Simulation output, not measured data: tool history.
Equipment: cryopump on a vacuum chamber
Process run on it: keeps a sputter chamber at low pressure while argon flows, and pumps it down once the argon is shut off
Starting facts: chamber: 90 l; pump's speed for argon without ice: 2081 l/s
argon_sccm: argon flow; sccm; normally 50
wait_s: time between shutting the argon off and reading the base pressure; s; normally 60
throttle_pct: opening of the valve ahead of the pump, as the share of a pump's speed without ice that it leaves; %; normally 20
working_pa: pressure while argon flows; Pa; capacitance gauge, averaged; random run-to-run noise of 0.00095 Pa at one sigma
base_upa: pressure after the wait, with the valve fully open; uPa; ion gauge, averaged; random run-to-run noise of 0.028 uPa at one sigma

run   hour  argon_sccm  wait_s  throttle_pct  working_pa  base_upa
  1    0.0          50      60            20      0.2101      2.51
  2   15.4          50      60            20      0.2099      2.47
  3   30.1          30      60            20      0.1257      2.54
  4   58.0          50      60            20      0.2099      2.56
  5   83.1          50      60            20      0.2120      2.57
  6  102.9          50      60            20      0.2134      2.57
  7  117.3          50      60            20      0.2110      2.69
  8  133.3          69      60            20      0.2902      2.66
  9  160.3          69      60            20      0.2918      2.67
 10  182.1          50      60            20      0.2132      2.64
 11  202.5          50      60            20      0.2123      2.64
 12  232.6          50      60            20      0.2106      2.66
 13  253.4          55      59            20      0.2340      2.80
 14  278.7          75      36            37      0.1806      3.57
 15  298.6          22      36            35      0.0563      3.45
     318.3  -- pump warmed up, emptied and cooled again
 16  326.0          22      36            35      0.0516      3.26
 17  341.8          22      36            35      0.0506      3.27

Run 18, settings as shown, results not yet in. Your forecast:
 18  368.2          21      36            45           ?         ?

working_pa: 0.0378 Pa
base_upa: 3.23 uPa
With no hidden state in the tool, this same run would have given working_pa 0.0373 Pa, base_upa 2.02 uPa.
